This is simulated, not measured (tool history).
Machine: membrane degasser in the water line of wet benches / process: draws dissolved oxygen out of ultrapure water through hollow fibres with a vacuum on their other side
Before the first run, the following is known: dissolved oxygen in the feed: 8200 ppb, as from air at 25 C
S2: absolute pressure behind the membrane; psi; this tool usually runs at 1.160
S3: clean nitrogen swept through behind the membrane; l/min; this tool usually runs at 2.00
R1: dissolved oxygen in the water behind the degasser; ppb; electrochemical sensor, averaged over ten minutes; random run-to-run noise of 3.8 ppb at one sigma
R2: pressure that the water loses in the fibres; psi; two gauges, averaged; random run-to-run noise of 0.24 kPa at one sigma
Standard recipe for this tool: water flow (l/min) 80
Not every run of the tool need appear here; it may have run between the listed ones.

{"run": 1, "hour": 0.0, "water flow (l/min)": 80, "S2": 1.16, "S3": 2.0, "R1": 388.4, "R2": 9.335}
{"run": 2, "hour": 180.7, "water flow (l/min)": 80, "S2": 1.16, "S3": 2.0, "R1": 387.5, "R2": 9.322}
{"run": 3, "hour": 466.4, "water flow (l/min)": 103, "S2": 1.16, "S3": 2.0, "R1": 488.5, "R2": 12.103}
{"run": 4, "hour": 682.3, "water flow (l/min)": 80, "S2": 1.197, "S3": 2.0, "R1": 410.9, "R2": 9.352}
{"run": 5, "hour": 867.9, "water flow (l/min)": 80, "S2": 1.197, "S3": 2.0, "R1": 403.6, "R2": 9.425}
{"run": 6, "hour": 1124.3, "water flow (l/min)": 80, "S2": 1.197, "S3": 2.0, "R1": 410.9, "R2": 9.483}
{"run": 7, "hour": 1314.7, "water flow (l/min)": 80, "S2": 1.197, "S3": 2.0, "R1": 416.8, "R2": 9.426}
{"run": 8, "hour": 1515.9, "water flow (l/min)": 80, "S2": 1.197, "S3": 2.0, "R1": 407.9, "R2": 9.427}
{"run": 9, "hour": 1645.4, "water flow (l/min)": 80, "S2": 1.197, "S3": 2.0, "R1": 408.8, "R2": 9.461}
{"run": 10, "hour": 1770.1, "water flow (l/min)": 80, "S2": 1.197, "S3": 2.0, "R1": 407.3, "R2": 9.442}
{"run": 11, "hour": 2039.4, "water flow (l/min)": 80, "S2": 0.912, "S3": 2.0, "R1": 270.6, "R2": 9.516}
{"run": 12, "hour": 2306.0, "water flow (l/min)": 80, "S2": 0.912, "S3": 2.0, "R1": 270.5, "R2": 9.438}
{"run": 13, "hour": 2477.6, "water flow (l/min)": 80, "S2": 0.912, "S3": 2.0, "R1": 272.5, "R2": 9.435}
{"run": 14, "hour": 2755.2, "water flow (l/min)": 80, "S2": 0.912, "S3": 2.0, "R1": 274.3, "R2": 9.439}
{"run": 15, "hour": 2900.2, "water flow (l/min)": 80, "S2": 0.912, "S3": 1.3, "R1": 373.7, "R2": 9.546}
{"run": 16, "hour": 3086.7, "water flow (l/min)": 80, "S2": 1.841, "S3": 2.0, "R1": 740.7, "R2": 9.584}
{"run": 17, "hour": 3222.2, "water flow (l/min)": 80, "S2": 1.841, "S3": 2.0, "R1": 735.9, "R2": 9.577}
{"run": 18, "hour": 3495.4, "water flow (l/min)": 53, "S2": 1.16, "S3": 2.0, "R1": 287.1, "R2": 6.284}
{"run": 19, "hour": 3654.6, "water flow (l/min)": 53, "S2": 1.056, "S3": 2.0, "R1": 250.2, "R2": 6.337}
{"run": 20, "hour": 3811.4, "water flow (l/min)": 106, "S2": 2.341, "S3": 2.0, "R1": 1215.2, "R2": 12.66}
{"run": 21, "hour": 4099.7, "water flow (l/min)": 91, "S2": 0.853, "S3": 3.05, "R1": 209.4, "R2": 10.823}
{"run": 22, "hour": 4316.5, "water flow (l/min)": 91, "S2": 0.853, "S3": 3.05, "R1": 208.8, "R2": 10.918}
{"hour": 4412.0, "done": "vacuum gauge calibrated"}
{"run": 23, "hour": 4534.5, "water flow (l/min)": 91, "S2": 0.853, "S3": 3.05, "R1": 187.4, "R2": 10.976}
{"run": 24, "hour": 4739.0, "water flow (l/min)": 91, "S2": 0.853, "S3": 3.05, "R1": 188.6, "R2": 10.905}
{"run": 25, "hour": 4929.7, "water flow (l/min)": 50, "S2": 0.814, "S3": 3.55, "R1": 82.8, "R2": 6.076}
{"run": 26, "hour": 5165.5, "water flow (l/min)": 50, "S2": 0.814, "S3": 3.55, "R1": 82.0, "R2": 6.047}
{"run": 27, "hour": 5370.2, "water flow (l/min)": 107, "S2": 0.814, "S3": 1.49, "R1": 325.4, "R2": 12.876}
{"run": 28, "hour": 5592.8, "water flow (l/min)": 107, "S2": 0.814, "S3": 1.49, "R1": 337.9, "R2": 12.926}
{"run": 29, "hour": 5753.0, "water flow (l/min)": 80, "S2": 1.52, "S3": 4.16, "R1": 325.4, "R2": 9.731}
{"run": 30, "hour": 5930.5, "water flow (l/min)": 110, "S2": 2.754, "S3": 1.4, "R1": 1783.7, "R2": 13.336}
{"run": 31, "hour": 6057.1, "water flow (l/min)": 110, "S2": 0.886, "S3": 1.4, "R1": 425.8, "R2": 13.38}
{"run": 32, "hour": 6352.6, "water flow (l/min)": 89, "S2": 1.711, "S3": 1.4, "R1": 926.1, "R2": 10.873}
{"run": 33, "hour": 6541.3, "water flow (l/min)": 74, "S2": 1.711, "S3": 1.41, "R1": 814.7, "R2": 9.011}

Predict each of these 3 candidate next runs independently; none follows another, all start after run 33:
{"run": "A", "hour": 6786.8, "water flow (l/min)": 126, "S2": 1.16, "S3": 1.2, "R1": "?", "R2": "?"}
{"run": "B", "hour": 6786.8, "water flow (l/min)": 80, "S2": 1.015, "S3": 2.2, "R1": "?", "R2": "?"}
{"run": "C", "hour": 6786.8, "water flow (l/min)": 128, "S2": 1.434, "S3": 2.44, "R1": "?", "R2": "?"}

run=A R1=780.0 R2=15.423
run=B R1=304.1 R2=9.709
run=C R1=702.6 R2=15.621
Without the tool's unlogged condition, the same runs would have read:
run=A R1=747.5 R2=14.375
run=B R1=287.3 R2=9.047
run=C R1=672.7 R2=14.559
